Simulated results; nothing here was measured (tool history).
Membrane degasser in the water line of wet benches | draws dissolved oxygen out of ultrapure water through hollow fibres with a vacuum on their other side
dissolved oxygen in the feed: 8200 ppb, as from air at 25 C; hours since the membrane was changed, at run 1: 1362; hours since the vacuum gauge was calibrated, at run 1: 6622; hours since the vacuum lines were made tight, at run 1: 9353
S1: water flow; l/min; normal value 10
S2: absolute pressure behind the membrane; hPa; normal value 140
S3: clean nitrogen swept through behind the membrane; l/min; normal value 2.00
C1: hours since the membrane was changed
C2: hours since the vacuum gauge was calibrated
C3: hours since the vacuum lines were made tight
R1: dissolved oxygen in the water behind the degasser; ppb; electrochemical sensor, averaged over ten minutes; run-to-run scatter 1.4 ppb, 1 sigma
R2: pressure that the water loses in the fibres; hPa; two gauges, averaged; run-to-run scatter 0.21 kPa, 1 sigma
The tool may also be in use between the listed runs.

Run 1, hour 0.0: usual settings; C1 1362; C2 6622; C3 9353. Result: R1 152.2 ppb, R2 491.5 hPa.
At hour 34.7: vacuum gauge calibrated.
Run 2, hour 64.5: usual settings but S3 2.20 l/min; C1 1426; C2 30; C3 9417. Result: R1 135.6 ppb, R2 488.3 hPa.
Run 3, hour 136.9: usual settings but S3 2.37 l/min; C1 1498; C2 102; C3 9489. Result: R1 127.8 ppb, R2 494.1 hPa.
Run 4, hour 169.0: usual settings but S3 2.37 l/min; C1 1530; C2 134; C3 9521. Result: R1 127.1 ppb, R2 490.5 hPa.
Run 5, hour 210.6: usual settings but S3 2.37 l/min; C1 1572; C2 176; C3 9563. Result: R1 127.3 ppb, R2 490.4 hPa.
Run 6, hour 283.6: usual settings but S3 2.37 l/min; C1 1645; C2 249; C3 9636. Result: R1 126.9 ppb, R2 490.8 hPa.
Run 7, hour 353.4: usual settings but S2 202 hPa; C1 1714; C2 319; C3 9706. Result: R1 226.9 ppb, R2 496.8 hPa.
Run 8, hour 411.7: usual settings but S2 202 hPa; C1 1773; C2 377; C3 9764. Result: R1 222.9 ppb, R2 488.8 hPa.
Run 9, hour 474.5: usual settings but S2 202 hPa; C1 1836; C2 440; C3 9827. Result: R1 223.2 ppb, R2 494.9 hPa.
Run 10, hour 515.1: usual settings but S2 202 hPa; C1 1876; C2 480; C3 9867. Result: R1 223.8 ppb, R2 493.0 hPa.
Run 11, hour 566.2: usual settings but S1 9 l/min; C1 1927; C2 532; C3 9918. Result: R1 130.3 ppb, R2 444.2 hPa.
Run 12, hour 609.7: usual settings but S1 9 l/min; C1 1971; C2 575; C3 9962. Result: R1 129.6 ppb, R2 445.6 hPa.
Run 13, hour 647.0: usual settings but S1 9 l/min; C1 2008; C2 612; C3 9999. Result: R1 130.9 ppb, R2 445.1 hPa.
Run 14, hour 700.8: usual settings but S1 9 l/min, S2 179 hPa; C1 2062; C2 666; C3 10053. Result: R1 173.5 ppb, R2 446.3 hPa.
Run 15, hour 775.5: usual settings but S1 9 l/min, S2 179 hPa; C1 2137; C2 741; C3 10128. Result: R1 179.7 ppb, R2 444.9 hPa.
Run 16, hour 806.9: usual settings; C1 2168; C2 772; C3 10159. Result: R1 148.0 ppb, R2 494.3 hPa.
Run 17, hour 852.6: usual settings but S3 2.99 l/min; C1 2214; C2 818; C3 10205. Result: R1 104.0 ppb, R2 492.1 hPa.
Run 18, hour 907.9: usual settings but S1 8 l/min, S2 201 hPa, S3 3.19 l/min; C1 2269; C2 873; C3 10260. Result: R1 116.9 ppb, R2 397.7 hPa.
Run 19, hour 972.7: usual settings but S1 8 l/min, S2 201 hPa, S3 3.19 l/min; C1 2334; C2 938; C3 10325. Result: R1 115.7 ppb, R2 393.5 hPa.
Run 20, hour 1037.7: usual settings but S1 15 l/min, S3 2.20 l/min; C1 2399; C2 1003; C3 10390. Result: R1 256.1 ppb, R2 742.1 hPa.
Run 21, hour 1108.8: usual settings but S1 7 l/min, S2 203 hPa, S3 2.20 l/min; C1 2470; C2 1074; C3 10461. Result: R1 150.1 ppb, R2 348.2 hPa.
Run 22, hour 1152.1: usual settings but S1 8 l/min, S2 334 hPa, S3 4.41 l/min; C1 2513; C2 1117; C3 10504. Result: R1 150.9 ppb, R2 396.3 hPa.
Run 23, hour 1221.2: usual settings; C1 2582; C2 1187; C3 10573. Result: R1 147.8 ppb, R2 493.9 hPa.
At hour 1234.8: seals of the vacuum lines changed.
Run 24, hour 1291.2: usual settings but S1 16 l/min; C1 2650; C2 1255; C3 56. Result: R1 302.5 ppb, R2 797.8 hPa.
Run 25, hour 1326.2: usual settings but S1 11 l/min, S2 94 hPa; C1 2685; C2 1290; C3 91. Result: R1 100.9 ppb, R2 546.5 hPa.
Run 26, hour 1377.6: usual settings but S1 15 l/min, S2 150 hPa; C1 2737; C2 1341; C3 143. Result: R1 279.5 ppb, R2 741.9 hPa.
Run 27, hour 1408.4: usual settings but S1 7 l/min, S2 154 hPa, S3 2.57 l/min; C1 2767; C2 1372; C3 174. Result: R1 81.9 ppb, R2 351.6 hPa.

The next listed run, before its measurement:
Run 28, hour 1446.3: usual settings but S1 7 l/min, S2 287 hPa, S3 3.66 l/min; C1 2805; C2 1410; C3 212. Result: R1 ?, R2 ?.

Run 28 produced R1 123.0 ppb, R2 347.4 hPa.
Without the tool's hidden state the same run would have given R1 121.7 ppb, R2 343.5 hPa.
